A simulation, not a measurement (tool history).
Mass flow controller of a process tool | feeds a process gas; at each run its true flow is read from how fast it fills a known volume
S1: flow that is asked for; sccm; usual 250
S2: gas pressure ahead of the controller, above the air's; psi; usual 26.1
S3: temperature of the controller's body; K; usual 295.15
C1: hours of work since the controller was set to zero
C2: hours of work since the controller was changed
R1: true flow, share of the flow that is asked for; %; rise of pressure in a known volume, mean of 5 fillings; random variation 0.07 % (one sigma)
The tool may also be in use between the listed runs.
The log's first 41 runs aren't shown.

run 42 hour=14885.8 | S1=168 S2=26.1 S3=298.15 | C1=4239 C2=4239 | R1=101.07
run 43 hour=15135.1 | S1=177 S2=21.9 S3=293.15 | C1=4380 C2=4380 | R1=101.67
run 44 hour=15622.6 | S1=57 S2=26.1 S3=295.15 | C1=4657 C2=4657 | R1=100.94
run 45 hour=16001 | S1=112 S2=24.7 S3=312.15 | C1=4872 C2=4872 | R1=100.72
run 46 hour=16287.2 | S1=235 S2=26.1 S3=306.15 | C1=5035 C2=5035 | R1=101.57
run 47 hour=16519.5 | S1=250 S2=21.3 S3=295.15 | C1=5167 C2=5167 | R1=102.36
run 48 hour=16864.7 | S1=250 S2=30.2 S3=312.15 | C1=5363 C2=5363 | R1=101.43
run 49 hour=17145.9 | S1=67 S2=24.9 S3=307.15 | C1=5523 C2=5523 | R1=101

3 ways to go on from here, each from the tool as it stands after run 49. What would each give?
-- hour=17174.7 gauge calibrated
run A hour=17407.3 | S1=223 S2=21.6 S3=295.15 | C1=5671 C2=5671 | R1=?
-- hour=17174.7 gauge calibrated
run B hour=17407.3 | S1=77 S2=24.9 S3=298.15 | C1=5671 C2=5671 | R1=?
-- hour=17174.7 gauge calibrated
run C hour=17407.3 | S1=67 S2=22.9 S3=306.15 | C1=5671 C2=5671 | R1=?

run=A R1=99.14
run=B R1=98.03
run=C R1=97.8
Without the tool's hidden state the same runs would have given:
run=A R1=99.06
run=B R1=97.94
run=C R1=97.7
